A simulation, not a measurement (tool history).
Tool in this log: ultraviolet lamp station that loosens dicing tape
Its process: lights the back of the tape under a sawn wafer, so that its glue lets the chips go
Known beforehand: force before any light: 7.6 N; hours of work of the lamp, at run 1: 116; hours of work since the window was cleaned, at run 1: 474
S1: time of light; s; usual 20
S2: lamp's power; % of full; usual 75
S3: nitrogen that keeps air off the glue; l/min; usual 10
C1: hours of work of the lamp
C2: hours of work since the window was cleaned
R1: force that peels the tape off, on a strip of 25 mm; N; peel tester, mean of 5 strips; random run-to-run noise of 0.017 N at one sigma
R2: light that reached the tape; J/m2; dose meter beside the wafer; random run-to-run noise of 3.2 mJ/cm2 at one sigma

run,hour,S1,S2,S3,C1,C2,R1,R2
1,0.0,20,75,10,116,474,1.160,3920
2,5.3,20,75,10,119,477,1.166,3960
3,15.3,20,75,10,125,483,1.150,3940
4,21.7,20,75,10,128,486,1.196,3910
5,27.8,20,75,10,132,490,1.202,3900
6,36.8,20,75,10,137,495,1.222,3840
7,44.9,16,75,10,141,499,1.697,3110
8,51.6,16,75,10,145,503,1.730,3060
9,60.7,20,75,16,150,508,1.016,3780
10,66.8,20,75,16,153,511,1.020,3880
11,71.8,20,75,16,156,514,1.092,3790
12,80.3,20,71,10,161,519,1.385,3650
13,89.5,20,71,10,166,524,1.348,3590
14,94.6,20,75,10,169,527,1.265,3850
15,102.2,20,75,10,173,531,1.258,3790
16,107.6,20,75,7,176,534,1.423,3760
17,115.7,20,75,10,180,538,1.263,3790
18,125.4,20,75,10,186,544,1.265,3770
19,131.7,20,75,10,189,547,1.256,3740
# hour 132.7: window cleaned of glue's vapour
20,137.4,18,74,15,192,3,1.664,2920
21,142.7,15,74,15,195,6,2.047,2380
22,148.0,20,95,6,198,8,1.322,4120
23,153.3,20,95,9,201,11,1.161,4130
# hour 154.7: window cleaned of glue's vapour, once more
24,163.7,20,95,9,207,5,0.665,5570
25,169.2,20,95,9,210,8,0.646,5550
26,175.5,13,92,7,213,12,1.709,3470
27,180.2,31,65,10,216,14,0.562,5850
28,187.6,31,65,10,220,18,0.561,5840
29,195.4,31,65,10,224,23,0.566,5780
30,205.3,13,78,5,230,28,2.285,2920
31,215.5,16,62,15,235,34,1.703,2850
32,224.5,32,81,15,240,39,0.309,7370
33,231.6,18,75,10,244,43,1.244,3840
34,237.2,18,75,10,247,46,1.258,3870
35,244.5,18,88,10,251,50,0.932,4480
36,253.0,27,78,13,256,55,0.492,5890
37,263.0,27,82,3,262,60,0.946,6240

4 ways to go on from here, each from the tool as it stands after run 37. What would each give?
A,269.6,16,78,15,265,64,?,?
B,269.6,18,75,9,265,64,?,?
C,269.6,21,80,4,265,64,?,?
D,269.6,27,82,19,265,64,?,?

run,R1,R2
A,1.243,3440
B,1.327,3760
C,1.359,4690
D,0.395,6200
Without the tool's unlogged condition, the same runs would have read:
run,R1,R2
A,0.950,4020
B,1.020,4390
C,1.044,5470
D,0.303,7240
